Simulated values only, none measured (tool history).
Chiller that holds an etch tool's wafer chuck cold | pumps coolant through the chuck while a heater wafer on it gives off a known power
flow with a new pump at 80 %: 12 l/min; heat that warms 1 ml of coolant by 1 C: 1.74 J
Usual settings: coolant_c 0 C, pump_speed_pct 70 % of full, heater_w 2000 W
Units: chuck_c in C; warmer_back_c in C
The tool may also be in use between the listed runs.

{"run": 1, "hour": 0.0, "coolant_c": 0, "pump_speed_pct": 70, "heater_w": 2000, "chuck_c": 24.1, "warmer_back_c": 6.65}
{"run": 2, "hour": 50.6, "coolant_c": 0, "pump_speed_pct": 70, "heater_w": 2000, "chuck_c": 24.0, "warmer_back_c": 6.66}
{"run": 3, "hour": 128.0, "coolant_c": 0, "pump_speed_pct": 70, "heater_w": 2000, "chuck_c": 24.0, "warmer_back_c": 6.63}
{"run": 4, "hour": 181.8, "coolant_c": 0, "pump_speed_pct": 70, "heater_w": 2000, "chuck_c": 24.1, "warmer_back_c": 6.66}
{"run": 5, "hour": 257.5, "coolant_c": 0, "pump_speed_pct": 70, "heater_w": 2000, "chuck_c": 24.2, "warmer_back_c": 6.67}
{"run": 6, "hour": 345.0, "coolant_c": 0, "pump_speed_pct": 67, "heater_w": 2000, "chuck_c": 25.0, "warmer_back_c": 7.0}
{"run": 7, "hour": 418.1, "coolant_c": 2, "pump_speed_pct": 70, "heater_w": 2000, "chuck_c": 26.2, "warmer_back_c": 6.64}
{"run": 8, "hour": 475.4, "coolant_c": 2, "pump_speed_pct": 70, "heater_w": 2000, "chuck_c": 26.2, "warmer_back_c": 6.67}
{"run": 9, "hour": 512.9, "coolant_c": 0, "pump_speed_pct": 62, "heater_w": 2000, "chuck_c": 27.1, "warmer_back_c": 7.51}
{"run": 10, "hour": 560.3, "coolant_c": 0, "pump_speed_pct": 62, "heater_w": 2000, "chuck_c": 27.1, "warmer_back_c": 7.55}
{"run": 11, "hour": 636.0, "coolant_c": -7, "pump_speed_pct": 70, "heater_w": 2000, "chuck_c": 17.4, "warmer_back_c": 6.72}
{"run": 12, "hour": 717.7, "coolant_c": -7, "pump_speed_pct": 70, "heater_w": 2000, "chuck_c": 17.4, "warmer_back_c": 6.74}
{"run": 13, "hour": 802.6, "coolant_c": -7, "pump_speed_pct": 70, "heater_w": 2000, "chuck_c": 17.8, "warmer_back_c": 6.85}
{"run": 14, "hour": 860.2, "coolant_c": -7, "pump_speed_pct": 70, "heater_w": 2000, "chuck_c": 17.6, "warmer_back_c": 6.74}
{"hour": 905.9, "done": "chiller's thermometer calibrated"}
{"run": 15, "hour": 940.6, "coolant_c": 0, "pump_speed_pct": 70, "heater_w": 2958, "chuck_c": 36.3, "warmer_back_c": 9.94}
{"run": 16, "hour": 999.6, "coolant_c": 0, "pump_speed_pct": 70, "heater_w": 2958, "chuck_c": 36.3, "warmer_back_c": 9.88}
{"run": 17, "hour": 1088.3, "coolant_c": -4, "pump_speed_pct": 65, "heater_w": 1797, "chuck_c": 19.5, "warmer_back_c": 6.46}
{"run": 18, "hour": 1141.6, "coolant_c": 1, "pump_speed_pct": 74, "heater_w": 2202, "chuck_c": 27.0, "warmer_back_c": 6.97}
{"hour": 1150.4, "done": "coolant pump overhauled"}
{"run": 19, "hour": 1207.0, "coolant_c": 6, "pump_speed_pct": 61, "heater_w": 2000, "chuck_c": 34.1, "warmer_back_c": 7.79}
{"run": 20, "hour": 1243.9, "coolant_c": 6, "pump_speed_pct": 61, "heater_w": 2000, "chuck_c": 34.3, "warmer_back_c": 7.78}
{"run": 21, "hour": 1283.4, "coolant_c": 6, "pump_speed_pct": 61, "heater_w": 2000, "chuck_c": 34.3, "warmer_back_c": 7.79}
{"run": 22, "hour": 1342.3, "coolant_c": -5, "pump_speed_pct": 68, "heater_w": 1190, "chuck_c": 10.4, "warmer_back_c": 4.25}
{"run": 23, "hour": 1419.5, "coolant_c": -5, "pump_speed_pct": 68, "heater_w": 1190, "chuck_c": 10.4, "warmer_back_c": 4.2}
{"run": 24, "hour": 1480.9, "coolant_c": -5, "pump_speed_pct": 68, "heater_w": 1190, "chuck_c": 10.5, "warmer_back_c": 4.15}
{"run": 25, "hour": 1564.3, "coolant_c": -5, "pump_speed_pct": 68, "heater_w": 1190, "chuck_c": 10.4, "warmer_back_c": 4.22}
{"hour": 1623.5, "done": "coolant pump overhauled, once more"}
{"run": 26, "hour": 1630.9, "coolant_c": -5, "pump_speed_pct": 68, "heater_w": 1190, "chuck_c": 10.1, "warmer_back_c": 3.97}
{"run": 27, "hour": 1715.6, "coolant_c": 4, "pump_speed_pct": 88, "heater_w": 1655, "chuck_c": 20.9, "warmer_back_c": 4.37}
{"run": 28, "hour": 1757.9, "coolant_c": -3, "pump_speed_pct": 84, "heater_w": 2823, "chuck_c": 26.6, "warmer_back_c": 7.82}
{"run": 29, "hour": 1809.1, "coolant_c": 8, "pump_speed_pct": 80, "heater_w": 1038, "chuck_c": 19.5, "warmer_back_c": 2.98}
{"run": 30, "hour": 1893.8, "coolant_c": 8, "pump_speed_pct": 80, "heater_w": 1038, "chuck_c": 19.6, "warmer_back_c": 2.93}
{"run": 31, "hour": 1964.7, "coolant_c": -8, "pump_speed_pct": 72, "heater_w": 2000, "chuck_c": 16.2, "warmer_back_c": 6.42}
{"run": 32, "hour": 2030.0, "coolant_c": -5, "pump_speed_pct": 97, "heater_w": 1078, "chuck_c": 5.1, "warmer_back_c": 2.63}

3 ways to go on from here, each from the tool as it stands after run 32. What would each give?
{"run": "A", "hour": 2116.1, "coolant_c": 3, "pump_speed_pct": 94, "heater_w": 1577, "chuck_c": "?", "warmer_back_c": "?"}
{"run": "B", "hour": 2116.1, "coolant_c": 7, "pump_speed_pct": 97, "heater_w": 1078, "chuck_c": "?", "warmer_back_c": "?"}
{"run": "C", "hour": 2116.1, "coolant_c": 1, "pump_speed_pct": 98, "heater_w": 1453, "chuck_c": "?", "warmer_back_c": "?"}

run=A chuck_c=18.3 warmer_back_c=3.92
run=B chuck_c=17.3 warmer_back_c=2.59
run=C chuck_c=14.7 warmer_back_c=3.42
Without the tool's hidden state the same runs would have given:
run=A chuck_c=16.9 warmer_back_c=3.88
run=B chuck_c=16.3 warmer_back_c=2.57
run=C chuck_c=13.3 warmer_back_c=3.39
